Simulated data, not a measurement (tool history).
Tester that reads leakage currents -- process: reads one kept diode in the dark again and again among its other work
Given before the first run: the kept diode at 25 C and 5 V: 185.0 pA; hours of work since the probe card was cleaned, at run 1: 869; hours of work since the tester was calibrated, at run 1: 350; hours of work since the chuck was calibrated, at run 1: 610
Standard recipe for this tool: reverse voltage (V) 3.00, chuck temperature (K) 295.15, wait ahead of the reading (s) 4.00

run	hour	reverse voltage (V)	chuck temperature (K)	wait ahead of the reading (s)	hours of work since the probe card was cleaned	hours of work since the tester was calibrated	hours of work since the chuck was calibrated	current that the tester gives (pA)
1	0.0	3.00	295.15	4.00	869	350	610	119.51
2	57.7	3.00	295.15	4.00	911	391	652	120.25
3	118.9	3.00	295.15	4.00	955	435	696	120.53
4	190.5	3.00	295.15	4.00	1007	487	747	119.23
5	274.2	3.00	295.15	4.00	1067	547	808	120.13
6	315.2	3.00	295.15	4.00	1096	577	837	119.26
7	382.6	3.00	295.15	4.00	1145	625	886	119.98
8	431.5	3.00	295.15	4.00	1180	661	921	119.32
9	477.5	1.81	295.15	4.00	1213	694	954	101.48
10	520.8	1.81	295.15	4.00	1245	725	985	102.44
11	563.0	8.57	295.15	4.00	1275	755	1016	168.52
12	621.2	8.57	295.15	4.00	1317	797	1058	166.95
13	693.6	8.57	295.15	4.00	1369	850	1110	167.56
# hour 704.3: probe card cleaned and baked
14	754.7	3.00	295.15	4.00	36	891	1152	118.84
15	813.9	3.00	295.15	4.00	79	934	1194	119.13
16	897.6	3.00	304.15	8.55	139	994	1255	248.29
17	958.9	3.00	304.15	8.55	183	1039	1299	248.04
18	1010.9	2.60	307.15	0.80	221	1076	1336	301.21
19	1062.5	14.83	307.15	0.80	258	1113	1374	527.42
20	1144.7	3.00	305.15	4.00	317	1172	1433	267.93
# hour 1154.4: probe card cleaned and baked, once more
21	1223.4	3.19	305.15	0.70	50	1227	1487	273.51
22	1294.2	3.00	295.15	2.10	101	1278	1538	115.99
23	1336.1	5.61	303.15	2.06	131	1308	1569	276.31
24	1385.7	5.61	303.15	2.06	167	1344	1604	278.09
25	1424.8	5.61	303.15	2.06	195	1372	1632	276.87
26	1500.7	5.61	303.15	2.06	249	1427	1687	276.08
27	1559.9	3.05	302.15	1.63	292	1470	1730	209.63
28	1636.6	3.05	302.15	1.63	347	1525	1785	208.53
29	1718.6	3.00	296.15	4.00	407	1584	1844	126.11
30	1762.9	8.70	304.15	6.55	438	1616	1876	343.92

For some of the steps in current that the tester gives (pA) from one run to the next: how much would appear even if the tool had no hidden state, given the settings, what came in and random variation, and how much remains for the hidden state plus any gauge scatter that the measured result and the result without hidden state don't share?
Hidden state present: stray current of the dirty probe card, pA a volt; current scale over the true one, %; true chuck temperature over the reading, C; drift of the gauge itself on leakage_pa, %.
Run 18 -> 19: reverse voltage (V) 2.60 -> 14.83. current that the tester gives (pA) +226.21: hidden state -4.46, all else +230.67.
Run 19 -> 20: reverse voltage (V) 14.83 -> 3.00, chuck temperature (K) 307.15 -> 305.15, wait ahead of the reading (s) 0.80 -> 4.00. current that the tester gives (pA) -259.49: hidden state +5.04, all else -264.53.
Run 21 -> 22: reverse voltage (V) 3.19 -> 3.00, chuck temperature (K) 305.15 -> 295.15, wait ahead of the reading (s) 0.70 -> 2.10. current that the tester gives (pA) -157.52: hidden state +6.23, all else -163.75.
Run 22 -> 23: reverse voltage (V) 3.00 -> 5.61, chuck temperature (K) 295.15 -> 303.15, wait ahead of the reading (s) 2.10 -> 2.06. current that the tester gives (pA) +160.32: hidden state -7.03, all else +167.35.
Run 29 -> 30: reverse voltage (V) 3.00 -> 8.70, chuck temperature (K) 296.15 -> 304.15, wait ahead of the reading (s) 4.00 -> 6.55. current that the tester gives (pA) +217.81: hidden state -11.04, all else +228.85.

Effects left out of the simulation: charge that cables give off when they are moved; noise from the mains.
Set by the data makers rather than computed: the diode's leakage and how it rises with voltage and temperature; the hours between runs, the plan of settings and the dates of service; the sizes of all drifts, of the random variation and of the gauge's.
